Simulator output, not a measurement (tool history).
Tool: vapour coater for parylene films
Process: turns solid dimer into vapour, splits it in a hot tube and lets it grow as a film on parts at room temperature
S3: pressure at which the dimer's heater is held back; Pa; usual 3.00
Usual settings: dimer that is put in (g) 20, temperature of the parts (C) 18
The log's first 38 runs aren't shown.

run 39 hour=564.0 | dimer_that_is_put_in_(g)=20 temperature_of_the_parts_(C)=18 S3=5.52 | thickness_of_the_film_(um)=3.73
run 40 hour=577.5 | dimer_that_is_put_in_(g)=20 temperature_of_the_parts_(C)=21 S3=7.32 | thickness_of_the_film_(um)=3.14
run 41 hour=590.2 | dimer_that_is_put_in_(g)=27 temperature_of_the_parts_(C)=27 S3=3.00 | thickness_of_the_film_(um)=3.48
run 42 hour=604.1 | dimer_that_is_put_in_(g)=8 temperature_of_the_parts_(C)=12 S3=9.24 | thickness_of_the_film_(um)=1.81
run 43 hour=619.4 | dimer_that_is_put_in_(g)=8 temperature_of_the_parts_(C)=12 S3=9.24 | thickness_of_the_film_(um)=1.84
run 44 hour=636.8 | dimer_that_is_put_in_(g)=19 temperature_of_the_parts_(C)=13 S3=3.00 | thickness_of_the_film_(um)=4.49
run 45 hour=650.5 | dimer_that_is_put_in_(g)=19 temperature_of_the_parts_(C)=13 S3=3.00 | thickness_of_the_film_(um)=4.50
run 46 hour=667.1 | dimer_that_is_put_in_(g)=18 temperature_of_the_parts_(C)=21 S3=4.72 | thickness_of_the_film_(um)=2.91

Forecast each of these 3 alternatives for the next run:
run A hour=687.9 | dimer_that_is_put_in_(g)=10 temperature_of_the_parts_(C)=21 S3=4.72 | thickness_of_the_film_(um)=?
run B hour=687.9 | dimer_that_is_put_in_(g)=11 temperature_of_the_parts_(C)=21 S3=4.72 | thickness_of_the_film_(um)=?
run C hour=687.9 | dimer_that_is_put_in_(g)=18 temperature_of_the_parts_(C)=28 S3=4.72 | thickness_of_the_film_(um)=?

run=A thickness_of_the_film_(um)=1.56
run=B thickness_of_the_film_(um)=1.72
run=C thickness_of_the_film_(um)=2.10
Without the tool's hidden state the same runs would have given:
run=A thickness_of_the_film_(um)=1.73
run=B thickness_of_the_film_(um)=1.91
run=C thickness_of_the_film_(um)=2.32
